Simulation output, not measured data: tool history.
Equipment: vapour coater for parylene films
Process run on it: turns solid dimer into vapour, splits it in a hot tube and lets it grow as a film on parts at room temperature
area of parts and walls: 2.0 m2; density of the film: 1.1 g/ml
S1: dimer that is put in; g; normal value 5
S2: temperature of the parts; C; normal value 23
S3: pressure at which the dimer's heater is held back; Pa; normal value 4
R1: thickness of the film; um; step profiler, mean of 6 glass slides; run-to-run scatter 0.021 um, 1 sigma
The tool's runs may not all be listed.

Run 1, hour 0: usual settings. Result: R1 1.67 um.
Run 2, hour 13.4: usual settings but S3 2.84 Pa. Result: R1 1.76 um.
Run 3, hour 21.5: usual settings but S3 2.84 Pa. Result: R1 1.79 um.
Run 4, hour 28.7: usual settings but S3 2.84 Pa. Result: R1 1.78 um.
Run 5, hour 42.5: usual settings. Result: R1 1.74 um.
Run 6, hour 50.9: usual settings. Result: R1 1.71 um.
Run 7, hour 59.3: usual settings. Result: R1 1.72 um.
Run 8, hour 74.5: usual settings. Result: R1 1.72 um.
Run 9, hour 85.6: usual settings. Result: R1 1.73 um.
Run 10, hour 94.7: usual settings. Result: R1 1.77 um.
Run 11, hour 109.7: usual settings. Result: R1 1.73 um.
Run 12, hour 119.1: usual settings but S1 6 g, S2 35 C, S3 6.8 Pa. Result: R1 1.42 um.
Run 13, hour 127.4: usual settings but S1 6 g, S2 35 C, S3 6.8 Pa. Result: R1 1.43 um.
Run 14, hour 134.5: usual settings but S1 6 g, S2 35 C, S3 6.8 Pa. Result: R1 1.43 um.
Run 15, hour 147.3: usual settings but S1 8 g, S3 3.39 Pa. Result: R1 2.81 um.
Run 16, hour 156.4: usual settings but S2 32 C, S3 5.94 Pa. Result: R1 1.33 um.
Run 17, hour 169.5: usual settings but S2 32 C, S3 5.94 Pa. Result: R1 1.29 um.
Run 18, hour 177.5: usual settings but S1 4 g, S2 20 C, S3 5.94 Pa. Result: R1 1.43 um.
Run 19, hour 192.1: usual settings but S1 9 g, S2 35 C, S3 3.11 Pa. Result: R1 2.28 um.
Run 20, hour 203.2: usual settings but S1 3 g, S2 15 C, S3 7.99 Pa. Result: R1 1.27 um.
Run 21, hour 214.4: usual settings but S1 2 g, S2 16 C, S3 7.58 Pa. Result: R1 0.8 um.
Run 22, hour 224.9: usual settings but S1 3 g, S2 19 C, S3 2.78 Pa. Result: R1 1.18 um.

4 options for the next run, each taken on its own from the tool as it stands now. Forecast them:
Run A, hour 239.1: usual settings but S1 2 g, S2 16 C, S3 10.73 Pa. Result: R1 ?.
Run B, hour 239.1: usual settings but S3 2.3 Pa. Result: R1 ?.
Run C, hour 239.1: usual settings but S2 15 C, S3 6.02 Pa. Result: R1 ?.
Run D, hour 239.1: usual settings but S2 29 C, S3 2.31 Pa. Result: R1 ?.

run    R1
  A  0.81
  B  1.79
  C  2.08
  D  1.53
Take away the tool's hidden state, keep each run's random variation, and the runs would have read:
run    R1
  A  0.81
  B   1.8
  C  2.08
  D  1.54
